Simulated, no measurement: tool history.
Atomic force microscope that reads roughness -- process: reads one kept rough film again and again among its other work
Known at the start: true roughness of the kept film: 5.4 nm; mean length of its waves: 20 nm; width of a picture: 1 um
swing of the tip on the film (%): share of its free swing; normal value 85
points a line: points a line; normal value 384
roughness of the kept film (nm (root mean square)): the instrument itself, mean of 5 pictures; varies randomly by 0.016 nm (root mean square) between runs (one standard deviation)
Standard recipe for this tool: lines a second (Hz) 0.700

| run | hour | lines a second (Hz) | swing of the tip on the film (%) | points a line | roughness of the kept film (nm (root mean square)) |
|---|---|---|---|---|---|
| 1 | 0.0 | 0.700 | 85 | 384 | 3.308 |
| 2 | 19.2 | 0.700 | 85 | 384 | 2.632 |
|  | 21.7 | new tip fitted |
| 3 | 40.8 | 0.700 | 85 | 384 | 2.916 |
|  | 53.0 | new tip fitted |
| 4 | 60.5 | 0.700 | 69 | 384 | 3.588 |
| 5 | 73.6 | 0.700 | 69 | 384 | 2.982 |
|  | 83.7 | new tip fitted |
| 6 | 85.9 | 1.488 | 69 | 384 | 3.734 |
| 7 | 103.5 | 0.700 | 85 | 384 | 2.916 |
|  | 115.0 | new tip fitted |
| 8 | 123.3 | 0.700 | 85 | 384 | 3.376 |
|  | 145.7 | new tip fitted |
| 9 | 145.7 | 0.700 | 85 | 384 | 3.756 |
| 10 | 157.3 | 0.700 | 58 | 384 | 3.460 |
| 11 | 170.5 | 0.700 | 58 | 384 | 2.963 |
|  | 177.4 | new tip fitted |
| 12 | 182.9 | 0.700 | 85 | 384 | 3.519 |
|  | 186.0 | height scale calibrated on a step standard |
| 13 | 203.4 | 0.700 | 85 | 384 | 2.753 |
|  | 209.5 | new tip fitted |
| 14 | 216.5 | 0.700 | 62 | 384 | 3.681 |
| 15 | 227.4 | 0.680 | 88 | 278 | 2.882 |
| 16 | 238.4 | 1.570 | 56 | 352 | 2.722 |
|  | 241.5 | new tip fitted |
| 17 | 253.2 | 3.671 | 66 | 307 | 3.003 |
| 18 | 269.3 | 3.671 | 66 | 307 | 2.447 |
|  | 273.1 | new tip fitted |
| 19 | 292.7 | 3.671 | 66 | 307 | 2.728 |
|  | 304.1 | new tip fitted |
| 20 | 314.5 | 0.677 | 85 | 751 | 3.364 |
|  | 325.8 | height scale calibrated on a step standard, once more |
| 21 | 329.0 | 2.015 | 67 | 751 | 2.729 |
|  | 337.3 | new tip fitted |
| 22 | 341.9 | 0.700 | 63 | 384 | 3.763 |
| 23 | 359.1 | 0.765 | 68 | 524 | 3.082 |
|  | 369.0 | new tip fitted |
| 24 | 372.3 | 1.694 | 63 | 332 | 3.710 |
| 25 | 392.0 | 1.694 | 63 | 332 | 2.896 |
|  | 400.5 | new tip fitted |
| 26 | 411.2 | 2.550 | 76 | 375 | 2.964 |
| 27 | 425.1 | 1.138 | 58 | 329 | 2.897 |

Here are 3 independent what-if runs from the current tool condition. What would each one return?
|  | 432.3 | new tip fitted |
| A | 445.4 | 2.508 | 80 | 329 | ? |
|  | 432.3 | new tip fitted |
| B | 445.4 | 2.616 | 58 | 792 | ? |
|  | 432.3 | new tip fitted |
| C | 445.4 | 0.700 | 85 | 676 | ? |

| run | roughness of the kept film (nm (root mean square)) |
|---|---|
| A | 2.724 |
| B | 3.241 |
| C | 3.164 |
The same runs, with their run-to-run variation unchanged, on a tool lacking any hidden condition would have given:
| run | roughness of the kept film (nm (root mean square)) |
|---|---|
| A | 3.343 |
| B | 3.977 |
| C | 3.883 |

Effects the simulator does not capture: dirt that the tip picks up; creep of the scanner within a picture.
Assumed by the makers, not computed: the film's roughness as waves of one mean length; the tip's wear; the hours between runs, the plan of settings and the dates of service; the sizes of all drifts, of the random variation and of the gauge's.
